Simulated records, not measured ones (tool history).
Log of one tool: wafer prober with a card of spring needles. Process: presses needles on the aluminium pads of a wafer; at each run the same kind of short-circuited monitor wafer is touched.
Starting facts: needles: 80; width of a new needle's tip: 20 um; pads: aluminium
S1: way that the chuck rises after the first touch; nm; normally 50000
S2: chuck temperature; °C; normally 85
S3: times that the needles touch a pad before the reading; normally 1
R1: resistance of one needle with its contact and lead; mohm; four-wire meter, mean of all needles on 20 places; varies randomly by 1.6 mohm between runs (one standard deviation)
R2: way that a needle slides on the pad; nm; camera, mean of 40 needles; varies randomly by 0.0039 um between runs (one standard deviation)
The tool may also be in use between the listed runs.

run   hour     S1  S2  S3   R1    R2
  1    0.0  50000  85   1  351  6077
       9.8  -- tips cleaned on abrasive film
  2   10.0  50000  85   2  180  6070
  3   21.1  50000  85   2  321  6073
      24.8  -- tips cleaned on abrasive film
  4   32.7  47000  85   2  329  5695
      39.9  -- tips cleaned on abrasive film
  5   39.9  47000  85   2  181  5700
  6   48.5  47000  85   2  330  5701
      55.2  -- tips cleaned on abrasive film
  7   62.0  47000  85   2  307  5696
      70.3  -- tips cleaned on abrasive film
  8   72.4  65000  85   1  221  7883
  9   78.7  65000  85   1  298  7893
      86.2  -- tips cleaned on abrasive film
 10   92.9  50000  85   1  379  6044
 11  100.0  50000  85   1  454  6040
     101.5  -- tips cleaned on abrasive film
 12  107.7  43000  60   1  436  5186
     116.9  -- tips cleaned on abrasive film
 13  121.2  43000  33   1  402  5175
     132.3  -- tips cleaned on abrasive film
 14  132.6  43000  33   1  225  5169

Here are 5 independent what-if runs from the current tool condition. What would each one return?
  A  143.0  52000  85   1   ?   ?
  B  143.0  43000  85   1   ?   ?
  C  143.0  43000  48   1   ?   ?
  D  143.0  50000  60   1   ?   ?
  E  143.0  52000  33   2   ?   ?

run   R1    R2
  A  422  6276
  B  542  5171
  C  547  5176
  D  440  6040
  E  317  6278
Had the tool no hidden state, the same runs would have come out as:
run   R1    R2
  A  163  6356
  B  171  5251
  C  160  5256
  D  156  6120
  E  151  6358
